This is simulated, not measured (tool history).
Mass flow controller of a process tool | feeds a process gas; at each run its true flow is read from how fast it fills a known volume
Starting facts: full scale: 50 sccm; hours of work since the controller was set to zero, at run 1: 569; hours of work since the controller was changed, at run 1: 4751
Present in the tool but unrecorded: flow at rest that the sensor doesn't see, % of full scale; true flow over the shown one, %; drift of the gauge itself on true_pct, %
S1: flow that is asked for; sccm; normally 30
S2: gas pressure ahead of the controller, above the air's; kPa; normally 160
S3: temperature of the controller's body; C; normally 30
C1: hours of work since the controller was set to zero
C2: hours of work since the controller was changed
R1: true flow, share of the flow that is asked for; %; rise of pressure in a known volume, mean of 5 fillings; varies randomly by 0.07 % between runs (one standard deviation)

run	hour	S1	S2	S3	C1	C2	R1
1	0.0	30	160	30	569	4751	99.59
2	261.9	30	160	30	771	4953	99.71
3	545.7	30	160	30	990	5172	99.60
4	808.7	30	160	30	1192	5375	99.68
5	961.3	30	160	30	1310	5493	99.46
6	1132.3	30	160	30	1442	5625	99.39
7	1376.1	21	160	30	1630	5813	99.24
8	1651.8	18	160	30	1843	6026	98.98
9	1926.5	18	160	30	2055	6238	98.82
10	2045.3	18	160	30	2147	6329	98.95
11	2219.3	18	160	30	2281	6464	98.87
12	2340.8	30	160	30	2375	6557	99.65
13	2516.3	30	160	30	2510	6693	99.52
14	2749.5	30	160	30	2690	6873	99.56
15	3024.0	43	160	30	2902	7084	100.11
16	3267.3	30	160	30	3090	7272	99.63
17	3462.7	30	160	30	3240	7423	99.54
18	3718.8	30	160	30	3438	7621	99.60
19	3871.0	12	160	30	3555	7738	98.16
20	4109.5	12	201	30	3739	7922	97.84
21	4382.9	12	201	30	3950	8133	97.65
22	4526.1	30	160	30	4061	8243	99.67
# hour 4664.3: controller's zero set anew
23	4801.5	30	160	30	106	8456	99.46
24	5013.6	30	160	30	270	8619	99.42
25	5140.1	30	160	30	367	8717	99.44
26	5283.5	35	239	26	478	8827	99.42
27	5431.9	47	167	31	592	8942	100.17
28	5610.1	9	167	31	730	9079	96.56
29	5879.9	5	141	21	938	9288	95.05
30	6072.4	9	204	27	1086	9436	96.54

Predict the results of run 31:
# hour 6193.7: controller's zero set anew, once more
31	6349.7	9	268	21	120	9650	?

Run 31 produced R1 99.00 %.
Minus the tool's unlogged condition, the same run would have read R1 98.31 %.
